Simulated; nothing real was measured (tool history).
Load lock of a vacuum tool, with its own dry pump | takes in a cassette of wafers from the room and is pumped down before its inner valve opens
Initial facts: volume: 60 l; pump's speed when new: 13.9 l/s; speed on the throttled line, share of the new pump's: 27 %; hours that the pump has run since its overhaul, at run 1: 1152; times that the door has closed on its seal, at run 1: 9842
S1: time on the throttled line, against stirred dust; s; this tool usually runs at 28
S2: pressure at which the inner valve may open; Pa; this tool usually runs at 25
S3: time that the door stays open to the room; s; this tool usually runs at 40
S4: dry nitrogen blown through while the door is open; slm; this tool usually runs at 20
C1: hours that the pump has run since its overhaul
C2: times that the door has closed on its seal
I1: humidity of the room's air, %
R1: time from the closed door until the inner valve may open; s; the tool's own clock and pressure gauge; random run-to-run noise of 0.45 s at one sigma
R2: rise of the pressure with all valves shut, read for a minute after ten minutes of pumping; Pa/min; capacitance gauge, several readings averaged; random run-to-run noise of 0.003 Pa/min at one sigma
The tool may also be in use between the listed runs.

| run | hour | S1 | S2 | S3 | S4 | C1 | C2 | I1 | R1 | R2 |
|---|---|---|---|---|---|---|---|---|---|---|
| 1 | 0.0 | 28 | 25 | 40 | 20 | 1152 | 9842 | 42.6 | 55.5 | 0.070 |
| 2 | 369.3 | 28 | 25 | 40 | 20 | 1522 | 10602 | 44.4 | 56.8 | 0.076 |
| 3 | 624.0 | 28 | 25 | 40 | 20 | 1776 | 11127 | 45.3 | 56.7 | 0.073 |
| 4 | 865.2 | 28 | 25 | 40 | 20 | 2018 | 11624 | 45.7 | 57.2 | 0.082 |
| 5 | 1281.1 | 28 | 25 | 40 | 20 | 2434 | 12481 | 44.4 | 57.4 | 0.094 |
| 6 | 1468.4 | 28 | 25 | 40 | 20 | 2621 | 12866 | 50.0 | 57.9 | 0.092 |
| 7 | 1797.7 | 28 | 25 | 40 | 20 | 2950 | 13545 | 43.4 | 57.3 | 0.098 |
| 8 | 1990.4 | 21 | 25 | 32 | 20 | 3143 | 13942 | 46.7 | 52.4 | 0.098 |
| 9 | 2218.9 | 48 | 32 | 93 | 20 | 3371 | 14412 | 43.4 | 70.3 | 0.110 |
| 10 | 2464.3 | 48 | 32 | 93 | 20 | 3617 | 14918 | 44.2 | 70.6 | 0.110 |
| 11 | 2745.7 | 48 | 32 | 93 | 20 | 3898 | 15498 | 43.6 | 70.0 | 0.118 |
| 12 | 2922.8 | 28 | 31 | 40 | 5 | 4075 | 15862 | 44.9 | 56.5 | 0.138 |
| 13 | 3335.3 | 28 | 31 | 40 | 5 | 4488 | 16712 | 41.4 | 57.0 | 0.136 |
| 14 | 3763.3 | 28 | 25 | 31 | 25 | 4916 | 17594 | 45.7 | 58.6 | 0.131 |

A few steps of R1 between consecutive runs. Split each: what settings, incoming material and random variation would produce without the hidden state, and what is left over for the hidden state, along with gauge scatter present in only one of the two compared results (measured, and without hidden state):
The hidden state here: pump's speed, % of a new pump's; leak at the door's seal, Pa l/s; drift of the gauge itself on ready_s, %; drift of the gauge itself on rise_pa_min, %.
Run 8 -> 9: S1 21 -> 48, S2 25 -> 32, S3 32 -> 93. R1 +17.9 s: hidden state -0.3, all else +18.2.
Run 11 -> 12: S1 48 -> 28, S2 32 -> 31, S3 93 -> 40, S4 20 -> 5. R1 -13.5 s: hidden state +0.5, all else -14.0.

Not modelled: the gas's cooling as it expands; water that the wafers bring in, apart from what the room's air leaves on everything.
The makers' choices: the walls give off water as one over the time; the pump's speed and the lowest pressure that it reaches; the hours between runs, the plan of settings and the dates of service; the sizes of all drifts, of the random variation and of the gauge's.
